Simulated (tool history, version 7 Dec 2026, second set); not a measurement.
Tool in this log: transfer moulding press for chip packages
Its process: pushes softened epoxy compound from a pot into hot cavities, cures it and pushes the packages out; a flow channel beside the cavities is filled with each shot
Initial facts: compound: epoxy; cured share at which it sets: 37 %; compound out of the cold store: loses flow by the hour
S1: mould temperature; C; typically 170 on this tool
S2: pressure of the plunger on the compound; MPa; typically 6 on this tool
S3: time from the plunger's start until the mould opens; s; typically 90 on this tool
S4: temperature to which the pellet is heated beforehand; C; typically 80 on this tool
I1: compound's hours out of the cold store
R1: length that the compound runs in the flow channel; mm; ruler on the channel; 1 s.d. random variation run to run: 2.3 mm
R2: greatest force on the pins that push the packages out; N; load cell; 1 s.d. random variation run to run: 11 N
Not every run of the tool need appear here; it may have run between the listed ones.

run    hour   S1    S2   S3  S4    I1   R1   R2
  1       0  170     6   90  80  44.8  479  468
        4.6  -- cavities cleaned with cleaning compound and waxed
  2    44.3  170     6   90  80  33.5  491  468
       73.8  -- cavities cleaned with cleaning compound and waxed
  3    87.3  170     6   90  80  20.8  506  475
  4   114.9  167     6   90  80  15.7  516  564
      138.4  -- cavities cleaned with cleaning compound and waxed
  5   170.8  167     6   90  80  16.1  525  574
      203.4  -- cavities cleaned with cleaning compound and waxed
  6   205.9  170     6   82  80   8.7  524  596
  7   258.2  170     6   82  80    18  509  588
      271.3  -- cavities cleaned with cleaning compound and waxed
  8   289.1  170     6   90  80  17.3  516  478
  9   315.6  170     6   90  80  33.6  493  498
      336.1  -- cavities cleaned with cleaning compound and waxed
      350.7  -- plunger's sealing rings changed
 10   357.2  170  4.66   90  80    45  417  478
      405.2  -- cavities cleaned with cleaning compound and waxed
 11     418  170  4.66   90  80  45.2  422  453
 12     446  170  4.66   90  80  17.1  451  481
      472.1  -- cavities cleaned with cleaning compound and waxed
 13   475.5  170     6   90  74  39.6  486  476
 14   533.5  170     6   90  82  47.6  474  466
      538.8  -- cavities cleaned with cleaning compound and waxed
 15   569.7  170     6   90  82  38.8  482  464
      606.4  -- cavities cleaned with cleaning compound and waxed
 16     618  166  4.88   89  77  10.1  476  643
 17   644.9  175  6.47  119  89  35.6  497  367
      674.1  -- cavities cleaned with cleaning compound and waxed
 18   683.7  175  6.47  119  89  33.9  499  352
 19     727  170     6   80  86  13.1  516  591
      743.3  -- cavities cleaned with cleaning compound and waxed
 20   763.9  170     6   90  87    15  515  476
 21   789.4  167  4.99  116  86  13.6  473  389
      807.6  -- plunger's sealing rings changed
      812.2  -- cavities cleaned with cleaning compound and waxed
      827.5  -- mould's thermocouples calibrated
 22   845.5  171  6.75   90  80  18.9  541  464
      882.5  -- cavities cleaned with cleaning compound and waxed
 23   884.5  173  5.61  118  84  15.9  491  362
 24   926.3  173  5.61  118  84  29.8  476  364
      950.9  -- cavities cleaned with cleaning compound and waxed
 25   973.9  173  6.36  126  84  44.2  487  371
     1019.8  -- cavities cleaned with cleaning compound and waxed
 26  1028.4  170  7.16   82  80  18.6  557  585
 27  1056.2  170  7.16   82  80  16.4  562  585
 28  1081.9  170     6   75  80    19  513  732

Forecast each of these 3 alternatives for the next run:
     1087.5  -- cavities cleaned with cleaning compound and waxed
  A  1126.2  170  5.42  75  80  29.2   ?   ?
     1087.5  -- cavities cleaned with cleaning compound and waxed
  B  1126.2  170     6  95  84  28.2   ?   ?
     1087.5  -- cavities cleaned with cleaning compound and waxed
  C  1126.2  170  7.25  90  72  20.7   ?   ?

run   R1   R2
  A  469  692
  B  493  434
  C  558  494
Take away the tool's hidden state, keep each run's random variation, and the runs would have read:
run   R1   R2
  A  469  689
  B  493  432
  C  559  492

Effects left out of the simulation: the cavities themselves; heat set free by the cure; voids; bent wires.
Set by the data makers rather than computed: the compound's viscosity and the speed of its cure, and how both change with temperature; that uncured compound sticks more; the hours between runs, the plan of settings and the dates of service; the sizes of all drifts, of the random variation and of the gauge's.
